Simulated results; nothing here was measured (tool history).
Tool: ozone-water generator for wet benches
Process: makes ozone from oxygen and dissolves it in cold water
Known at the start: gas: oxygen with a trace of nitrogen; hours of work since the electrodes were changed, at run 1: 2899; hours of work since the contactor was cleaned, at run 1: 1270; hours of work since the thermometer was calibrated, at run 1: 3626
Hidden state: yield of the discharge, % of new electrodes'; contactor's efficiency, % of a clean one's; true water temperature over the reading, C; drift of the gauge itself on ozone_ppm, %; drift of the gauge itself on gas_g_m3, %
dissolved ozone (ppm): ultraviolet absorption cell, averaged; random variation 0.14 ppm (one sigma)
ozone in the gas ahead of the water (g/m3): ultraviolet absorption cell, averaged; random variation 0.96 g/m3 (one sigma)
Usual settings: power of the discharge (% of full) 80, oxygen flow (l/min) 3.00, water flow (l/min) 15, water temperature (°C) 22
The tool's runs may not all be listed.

run,day,power of the discharge (% of full),oxygen flow (l/min),water flow (l/min),water temperature (°C),hours of work since the electrodes were changed,hours of work since the contactor was cleaned,hours of work since the thermometer was calibrated,dissolved ozone (ppm),ozone in the gas ahead of the water (g/m3)
1,0.000,80,3.00,15,22,2899,1270,3626,12.8,140.6
2,6.021,80,3.00,15,22,3007,1378,3734,12.6,138.9
3,10.479,80,3.00,15,22,3087,1458,3814,12.5,137.7
4,14.879,80,3.00,15,22,3165,1537,3893,12.3,138.5
5,18.496,80,3.00,15,22,3230,1602,3957,12.5,136.5
6,23.629,80,3.00,10,22,3322,1694,4049,17.0,134.9
7,27.912,80,3.00,10,22,3399,1771,4126,16.9,136.5
8,33.533,80,3.00,10,22,3500,1872,4227,16.7,134.3
# day 34.038: contactor cleaned
9,39.275,80,3.00,15,22,3600,94,4327,11.7,133.0
10,44.400,80,1.61,15,22,3692,186,4419,9.9,171.3
11,48.075,80,3.00,15,22,3758,252,4485,11.6,131.0
12,51.033,80,3.00,15,22,3811,305,4538,11.5,132.0
# day 52.829: contactor cleaned, once more
# day 54.983: water thermometer calibrated
13,57.088,80,3.00,15,22,3916,76,38,12.5,131.0
14,62.029,77,2.92,12,22,4004,165,126,14.3,127.2
15,66.267,70,4.49,13,26,4080,240,202,11.9,100.1
16,69.108,80,1.69,20,22,4131,291,253,7.9,165.4
17,71.908,59,4.41,21,28,4181,342,303,7.0,87.8
18,76.633,88,2.34,21,22,4266,426,388,9.0,153.7
19,80.525,44,3.00,20,22,4336,496,458,5.9,82.7
20,85.338,44,2.93,20,25,4422,582,544,5.7,84.5
21,89.733,44,2.93,20,25,4501,661,623,5.8,84.0
22,92.650,44,2.93,20,25,4553,713,675,5.6,84.5
23,97.533,44,2.93,20,25,4641,801,763,5.5,83.5
24,100.254,44,3.06,15,25,4690,850,812,7.5,81.1
25,104.917,94,2.60,13,14,4773,933,895,15.5,146.9
26,107.562,94,2.07,20,16,4821,981,943,9.5,162.1

Forecast each of these 3 alternatives for the next run:
A,111.475,49,2.24,17,22,4891,1051,1013,?,?
B,111.475,94,2.07,20,15,4891,1051,1013,?,?
C,111.475,88,3.64,14,16,4891,1051,1013,?,?

run,dissolved ozone (ppm),ozone in the gas ahead of the water (g/m3)
A,6.6,98.7
B,9.5,160.6
C,14.5,120.7
Without the tool's hidden state the same runs would have given:
run,dissolved ozone (ppm),ozone in the gas ahead of the water (g/m3)
A,8.1,118.4
B,13.2,219.3
C,19.9,162.6

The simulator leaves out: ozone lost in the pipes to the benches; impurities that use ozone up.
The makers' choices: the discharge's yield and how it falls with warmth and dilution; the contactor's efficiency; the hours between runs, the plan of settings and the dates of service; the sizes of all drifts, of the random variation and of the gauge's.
